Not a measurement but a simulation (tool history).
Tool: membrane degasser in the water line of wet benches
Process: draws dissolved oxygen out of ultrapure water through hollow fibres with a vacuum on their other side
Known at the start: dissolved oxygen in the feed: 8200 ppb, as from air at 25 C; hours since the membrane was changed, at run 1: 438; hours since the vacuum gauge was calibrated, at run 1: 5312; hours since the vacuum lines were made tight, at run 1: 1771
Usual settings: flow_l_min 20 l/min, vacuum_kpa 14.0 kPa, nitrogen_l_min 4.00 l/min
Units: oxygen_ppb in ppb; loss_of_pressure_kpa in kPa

run,day,flow_l_min,vacuum_kpa,nitrogen_l_min,hours since the membrane was changed,hours since the vacuum gauge was calibrated,hours since the vacuum lines were made tight,oxygen_ppb,loss_of_pressure_kpa
1,0.000,20,14.0,4.00,438,5312,1771,196.0,69.36
2,2.488,20,26.8,4.00,497,5372,1831,340.2,69.59
3,4.900,20,26.8,4.00,555,5430,1889,343.3,69.75
4,7.121,20,14.0,4.00,609,5483,1942,198.3,69.79
5,8.612,20,14.0,4.00,644,5519,1978,196.0,69.28
6,10.579,20,14.0,4.00,691,5566,2025,197.8,69.74
7,12.342,20,14.0,4.00,734,5609,2067,200.8,69.46
8,13.558,20,14.0,4.00,763,5638,2097,194.2,69.84
9,15.500,20,14.0,3.98,810,5684,2143,195.3,69.81
10,16.825,20,14.0,2.41,841,5716,2175,277.8,69.99
11,18.738,20,14.0,4.00,887,5762,2221,198.9,69.67
12,19.871,20,14.0,2.96,915,5789,2248,237.7,69.80
13,22.346,29,14.0,4.00,974,5849,2307,296.8,102.38
14,23.550,20,14.0,4.00,1003,5878,2336,196.2,70.36
15,25.021,20,14.0,4.00,1038,5913,2372,196.4,70.29
16,26.867,20,14.0,4.00,1082,5957,2416,201.7,69.92
17,28.767,15,17.2,1.83,1128,6003,2462,310.1,52.61
18,29.862,15,17.2,1.83,1154,6029,2488,309.3,52.94
19,31.967,21,17.3,1.83,1205,6080,2538,430.7,73.77
20,34.029,25,15.5,5.75,1254,6129,2588,221.0,87.63
# day 34.946: vacuum gauge calibrated
21,36.408,24,33.5,2.40,1311,35,2645,737.4,84.50
22,38.475,32,31.0,11.25,1360,85,2694,316.2,112.54
23,40.617,32,11.2,6.16,1412,136,2745,231.1,112.21
24,41.808,32,11.2,6.16,1441,165,2774,229.7,112.91
25,43.050,16,11.2,6.42,1470,194,2804,100.4,56.64
26,44.971,16,11.2,6.42,1516,241,2850,98.9,56.44
27,46.279,16,11.2,6.42,1548,272,2881,98.0,56.01
28,47.346,16,11.2,6.42,1573,298,2907,97.1,56.47
29,48.962,16,11.2,6.42,1612,336,2946,101.1,57.05
30,50.817,24,14.0,5.95,1657,381,2990,192.2,84.68
31,53.367,31,19.4,2.95,1718,442,3051,501.9,109.75
32,54.942,31,19.4,3.89,1756,480,3089,412.9,110.23

Measured less the same run without the tool's hidden state. The same run-to-run variation is in both; the gauge's scatter may not be:
The hidden state here: membrane still open, %; true pressure behind the membrane over the reading, kPa; air that leaks in behind the membrane, l/min; drift of the gauge itself on oxygen_ppb, %; drift of the gauge itself on loss_of_pressure_kpa, %.
run,loss_of_pressure_kpa
1,+0.01
2,+0.07
3,+0.14
4,+0.21
5,+0.25
6,+0.31
7,+0.35
8,+0.39
9,+0.44
10,+0.48
11,+0.53
12,+0.57
13,+0.94
14,+0.68
15,+0.71
16,+0.76
17,+0.61
18,+0.64
19,+0.95
20,+1.20
21,+1.24
22,+1.75
23,+1.84
24,+1.90
25,+0.98
26,+1.02
27,+1.05
28,+1.08
29,+1.12
30,+1.73
31,+2.35
32,+2.44
oxygen_ppb: within 0.2 ppb of the measured result in every run.

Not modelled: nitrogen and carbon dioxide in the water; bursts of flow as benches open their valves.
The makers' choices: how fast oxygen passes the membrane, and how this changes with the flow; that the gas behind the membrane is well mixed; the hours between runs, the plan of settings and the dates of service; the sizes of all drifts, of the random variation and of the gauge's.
